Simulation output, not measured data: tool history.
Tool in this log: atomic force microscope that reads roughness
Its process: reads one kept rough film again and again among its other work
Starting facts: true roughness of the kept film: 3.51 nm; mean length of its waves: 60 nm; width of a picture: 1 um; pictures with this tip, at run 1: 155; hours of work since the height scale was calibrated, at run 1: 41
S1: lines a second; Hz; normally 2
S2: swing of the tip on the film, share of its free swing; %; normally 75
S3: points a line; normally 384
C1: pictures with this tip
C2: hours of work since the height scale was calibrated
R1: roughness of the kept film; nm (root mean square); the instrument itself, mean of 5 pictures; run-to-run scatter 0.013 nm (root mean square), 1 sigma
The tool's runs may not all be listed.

| run | hour | S1 | S2 | S3 | C1 | C2 | R1 |
|---|---|---|---|---|---|---|---|
| 1 | 0 | 2 | 75 | 384 | 155 | 41 | 3.101 |
| 2 | 10.3 | 2 | 75 | 384 | 167 | 46 | 3.114 |
| 3 | 25.8 | 2 | 75 | 384 | 185 | 54 | 3.094 |
| 4 | 34.3 | 2 | 75 | 384 | 195 | 58 | 3.078 |
| 5 | 45.5 | 2 | 75 | 384 | 208 | 64 | 3.087 |
| 6 | 60.8 | 2 | 75 | 384 | 225 | 72 | 3.123 |

What does the tool deliver on the next run?
| 7 | 74.1 | 1.5 | 65 | 384 | 241 | 79 | ? |

{"run 7": {"R1": 3.222}}
If the tool had no hidden condition, the same run with the same run-to-run variation would have returned R1 3.23 nm (root mean square).
